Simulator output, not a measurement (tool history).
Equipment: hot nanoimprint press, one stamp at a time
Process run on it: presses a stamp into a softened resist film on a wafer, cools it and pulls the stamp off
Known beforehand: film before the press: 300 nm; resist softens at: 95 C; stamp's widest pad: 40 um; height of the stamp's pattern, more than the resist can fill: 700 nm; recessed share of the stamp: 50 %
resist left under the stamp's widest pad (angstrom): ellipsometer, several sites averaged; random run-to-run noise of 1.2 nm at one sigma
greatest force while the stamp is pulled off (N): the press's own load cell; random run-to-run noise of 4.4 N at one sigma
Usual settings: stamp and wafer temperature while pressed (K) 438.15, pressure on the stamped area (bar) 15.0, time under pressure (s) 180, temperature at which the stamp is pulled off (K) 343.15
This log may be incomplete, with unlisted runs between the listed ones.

| run | hour | stamp and wafer temperature while pressed (K) | pressure on the stamped area (bar) | time under pressure (s) | temperature at which the stamp is pulled off (K) | resist left under the stamp's widest pad (angstrom) | greatest force while the stamp is pulled off (N) |
|---|---|---|---|---|---|---|---|
| 1 | 0.0 | 438.15 | 15.0 | 180 | 343.15 | 1850 | 379 |
| 2 | 18.5 | 438.15 | 15.0 | 180 | 343.15 | 1863 | 401 |
| 3 | 34.6 | 438.15 | 15.0 | 180 | 350.15 | 1894 | 379 |
| 4 | 62.7 | 438.15 | 15.0 | 180 | 350.15 | 1895 | 365 |
| 5 | 83.2 | 438.15 | 15.0 | 180 | 350.15 | 1876 | 396 |
| 6 | 116.5 | 438.15 | 15.0 | 169 | 350.15 | 1918 | 406 |
| 7 | 145.1 | 438.15 | 15.0 | 169 | 350.15 | 1820 | 416 |
| 8 | 187.8 | 438.15 | 15.0 | 180 | 343.15 | 1784 | 221 |
| 9 | 212.3 | 438.15 | 15.0 | 180 | 343.15 | 1821 | 237 |
| 10 | 242.3 | 438.15 | 15.0 | 150 | 343.15 | 1895 | 248 |
| 11 | 263.8 | 438.15 | 15.0 | 326 | 343.15 | 1511 | 257 |
| 12 | 293.9 | 438.15 | 15.0 | 326 | 343.15 | 1513 | 258 |
| 13 | 310.7 | 438.15 | 15.0 | 164 | 343.15 | 1848 | 278 |
| 14 | 336.1 | 438.15 | 15.0 | 180 | 343.15 | 1839 | 279 |
| 15 | 375.3 | 438.15 | 15.0 | 180 | 343.15 | 1838 | 289 |
| 16 | 404.5 | 440.15 | 15.0 | 98 | 340.15 | 2057 | 322 |
| 17 | 426.1 | 440.15 | 15.0 | 155 | 333.15 | 1804 | 357 |
| 18 | 450.1 | 440.15 | 15.0 | 155 | 333.15 | 1829 | 374 |
| 19 | 483.9 | 442.15 | 11.9 | 239 | 349.15 | 1701 | 325 |
| 20 | 508.5 | 447.15 | 22.0 | 219 | 349.15 | 1090 | 327 |
| 21 | 550.3 | 438.15 | 22.8 | 102 | 351.15 | 1728 | 341 |
| 22 | 581.7 | 438.15 | 19.9 | 330 | 343.15 | 1313 | 387 |
| 23 | 616.2 | 438.15 | 13.9 | 180 | 345.15 | 1908 | 389 |
| 24 | 649.6 | 438.15 | 13.9 | 180 | 345.15 | 1913 | 417 |
| 25 | 684.6 | 438.15 | 13.9 | 180 | 345.15 | 1897 | 438 |
| 26 | 718.8 | 438.15 | 13.9 | 180 | 345.15 | 1928 | 202 |
| 27 | 754.8 | 438.15 | 11.3 | 180 | 343.15 | 2089 | 227 |
| 28 | 772.8 | 428.15 | 18.3 | 114 | 337.15 | 2398 | 261 |
| 29 | 811.5 | 428.15 | 18.3 | 114 | 337.15 | 2443 | 278 |

Not shown: 4 entries that the log had between the listed runs. Between which runs, and how does the tool's hidden state differ before and after?
Logged between run 6 and run 7: plate thermocouple calibrated (hour 123.0)
  true temperature over the reading, C: -1.94 -> -0.23; pressure that arrives at the usual setting, %: 98.06 -> 98.03; grip of the stamp's worn release coat, % over a new coat's: 103.8 -> 109.9
  what was measured, less what the result would be without the hidden state, resist left under the stamp's widest pad (angstrom): +113 -> +28; greatest force while the stamp is pulled off (N): +212 -> +219
Logged between run 7 and run 8: stamp cleaned and given a new release coat (hour 161.7)
  true temperature over the reading, C: -0.23 -> -0.33; pressure that arrives at the usual setting, %: 98.03 -> 97.99; grip of the stamp's worn release coat, % over a new coat's: 109.9 -> 4.6
  what was measured, less what the result would be without the hidden state, resist left under the stamp's widest pad (angstrom): +28 -> +34; greatest force while the stamp is pulled off (N): +219 -> +11
Logged between run 20 and run 21: press's hydraulic seals changed and the load cell set to zero (hour 534.3)
  true temperature over the reading, C: -1.15 -> -1.24; pressure that arrives at the usual setting, %: 97.56 -> 100.14; grip of the stamp's worn release coat, % over a new coat's: 68 -> 75.4
  what was measured, less what the result would be without the hidden state, resist left under the stamp's widest pad (angstrom): +58 -> +58; greatest force while the stamp is pulled off (N): +136 -> +150
Logged between run 25 and run 26: stamp cleaned and given a new release coat (hour 718.7)
  true temperature over the reading, C: -1.57 -> -1.65; pressure that arrives at the usual setting, %: 99.97 -> 99.93; grip of the stamp's worn release coat, % over a new coat's: 106.1 -> 0
  what was measured, less what the result would be without the hidden state, resist left under the stamp's widest pad (angstrom): +77 -> +81; greatest force while the stamp is pulled off (N): +230 -> +4
